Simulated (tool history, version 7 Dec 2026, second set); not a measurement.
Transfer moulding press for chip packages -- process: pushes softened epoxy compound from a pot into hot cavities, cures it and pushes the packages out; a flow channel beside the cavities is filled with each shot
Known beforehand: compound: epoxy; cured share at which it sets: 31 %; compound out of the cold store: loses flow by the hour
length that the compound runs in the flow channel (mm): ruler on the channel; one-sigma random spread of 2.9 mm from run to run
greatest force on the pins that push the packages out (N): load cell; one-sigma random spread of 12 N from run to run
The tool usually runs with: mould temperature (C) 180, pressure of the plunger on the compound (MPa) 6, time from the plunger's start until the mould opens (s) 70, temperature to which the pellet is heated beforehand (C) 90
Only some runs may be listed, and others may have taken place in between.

run   hour  mould temperature (C)  pressure of the plunger on the compound (MPa)  time from the plunger's start until the mould opens (s)  temperature to which the pellet is heated beforehand (C)  incoming compound's hours out of the cold store  length that the compound runs in the flow channel (mm)  greatest force on the pins that push the packages out (N)
  1      0                    180                                              6                                                       70                                                        90                                             33.1                                                     535                                                        566
  2   56.4                    180                                           5.69                                                       70                                                        90                                             12.9                                                     562                                                        604
  3   93.9                    180                                           5.69                                                       70                                                        90                                             14.1                                                     557                                                        615
  4    152                    180                                           6.22                                                       70                                                        90                                             17.1                                                     582                                                        619
  5  186.7                    180                                           6.22                                                       70                                                        90                                             44.8                                                     520                                                        544
  6  213.5                    180                                           6.22                                                       70                                                        90                                             46.7                                                     516                                                        563
  7  248.6                    180                                           6.22                                                       70                                                        90                                             41.5                                                     521                                                        567
  8  301.9                    180                                           6.22                                                       70                                                        90                                               16                                                     579                                                        603
  9  345.2                    180                                           6.22                                                       70                                                        90                                               18                                                     573                                                        596
 10  373.7                    180                                           6.22                                                       70                                                        90                                             38.1                                                     535                                                        563
 11  408.3                    180                                              6                                                       70                                                        90                                             20.9                                                     560                                                        582
 12  448.7                    180                                              6                                                       70                                                        90                                             17.4                                                     570                                                        612
 13    495                    180                                              6                                                       70                                                        90                                               38                                                     522                                                        566
 14  522.6                    180                                              6                                                       70                                                        90                                             32.8                                                     529                                                        577
 15  550.8                    180                                           5.66                                                       58                                                        90                                             23.9                                                     538                                                        934
 16  609.6                    174                                           5.66                                                       58                                                        97                                             28.3                                                     532                                                       1234
 17  646.4                    174                                           5.08                                                       92                                                        80                                             43.6                                                     480                                                        472
 18  671.2                    174                                           5.08                                                       92                                                        80                                               32                                                     500                                                        475
 19  696.9                    188                                           4.77                                                       92                                                        80                                             19.7                                                     493                                                        345
 20  752.8                    188                                           4.77                                                       92                                                        80                                             13.4                                                     505                                                        357
 21  795.5                    188                                           4.77                                                       92                                                        80                                              9.3                                                     511                                                        337
 22  827.2                    188                                           4.77                                                       92                                                        80                                             36.5                                                     457                                                        330
 23  849.9                    188                                           4.77                                                       92                                                        80                                             34.9                                                     465                                                        347
 24  901.1                    188                                           4.77                                                       92                                                        80                                             17.5                                                     491                                                        341
 25    940                    180                                           5.24                                                       70                                                        93                                             16.6                                                     535                                                        576
 26  990.2                    187                                              6                                                      109                                                        90                                             23.9                                                     537                                                        342

Removed from this log: 21 entries logged between the listed runs. Between which two listed runs does each belong, and how does the tool's hidden state at the listed run before it compare with that at the listed run after it?
From run 1 to run 2: cavities cleaned with cleaning compound and waxed (hour 47.5)
  pressure that reaches the compound, % of what is set: 99.89 -> 99.87
From run 3 to run 4: cavities cleaned with cleaning compound and waxed (hour 104.6); plunger's sealing rings changed (hour 138)
  pressure that reaches the compound, % of what is set: 99.86 -> 99.99
From run 4 to run 5: cavities cleaned with cleaning compound and waxed (hour 163.4)
  pressure that reaches the compound, % of what is set: 99.99 -> 99.98; grip of the stained cavities, % over clean ones': 1 -> 0.7
From run 6 to run 7: cavities cleaned with cleaning compound and waxed (hour 217.8)
  pressure that reaches the compound, % of what is set: 99.97 -> 99.96; grip of the stained cavities, % over clean ones': 1 -> 0.8
From run 7 to run 8: cavities cleaned with cleaning compound and waxed (hour 271.6)
  pressure that reaches the compound, % of what is set: 99.96 -> 99.94
From run 8 to run 9: cavities cleaned with cleaning compound and waxed (hour 326.8)
  pressure that reaches the compound, % of what is set: 99.94 -> 99.93; grip of the stained cavities, % over clean ones': 0.8 -> 0.5
From run 10 to run 11: cavities cleaned with cleaning compound and waxed (hour 381.3)
  pressure that reaches the compound, % of what is set: 99.92 -> 99.9; grip of the stained cavities, % over clean ones': 1 -> 0.7
From run 11 to run 12: cavities cleaned with cleaning compound and waxed (hour 435)
  pressure that reaches the compound, % of what is set: 99.9 -> 99.89; grip of the stained cavities, % over clean ones': 0.7 -> 0.4
From run 12 to run 13: cavities cleaned with cleaning compound and waxed (hour 488)
  pressure that reaches the compound, % of what is set: 99.89 -> 99.87; grip of the stained cavities, % over clean ones': 0.4 -> 0.3
From run 14 to run 15: cavities cleaned with cleaning compound and waxed (hour 542.1)
  grip of the stained cavities, % over clean ones': 0.9 -> 0.3
From run 15 to run 16: plunger's sealing rings changed (hour 573.9); cavities cleaned with cleaning compound and waxed (hour 600.5)
  pressure that reaches the compound, % of what is set: 99.86 -> 99.98
From run 17 to run 18: cavities cleaned with cleaning compound and waxed (hour 655.7)
  pressure that reaches the compound, % of what is set: 99.97 -> 99.96; grip of the stained cavities, % over clean ones': 1 -> 0.5
From run 19 to run 20: cavities cleaned with cleaning compound and waxed (hour 711.9)
  pressure that reaches the compound, % of what is set: 99.95 -> 99.93
From run 20 to run 21: mould's thermocouples calibrated (hour 761.5); cavities cleaned with cleaning compound and waxed (hour 769.8)
  pressure that reaches the compound, % of what is set: 99.93 -> 99.92; grip of the stained cavities, % over clean ones': 0.9 -> 0.7
From run 21 to run 22: cavities cleaned with cleaning compound and waxed (hour 826.2)
  pressure that reaches the compound, % of what is set: 99.92 -> 99.9; grip of the stained cavities, % over clean ones': 0.7 -> 0.1
From run 23 to run 24: cavities cleaned with cleaning compound and waxed (hour 882.1)
  pressure that reaches the compound, % of what is set: 99.9 -> 99.88
From run 24 to run 25: cavities cleaned with cleaning compound and waxed (hour 934.9)
  pressure that reaches the compound, % of what is set: 99.88 -> 99.87; grip of the stained cavities, % over clean ones': 0.6 -> 0.2
From run 25 to run 26: cavities cleaned with cleaning compound and waxed (hour 990.2)
  pressure that reaches the compound, % of what is set: 99.87 -> 99.85; grip of the stained cavities, % over clean ones': 0.2 -> 0

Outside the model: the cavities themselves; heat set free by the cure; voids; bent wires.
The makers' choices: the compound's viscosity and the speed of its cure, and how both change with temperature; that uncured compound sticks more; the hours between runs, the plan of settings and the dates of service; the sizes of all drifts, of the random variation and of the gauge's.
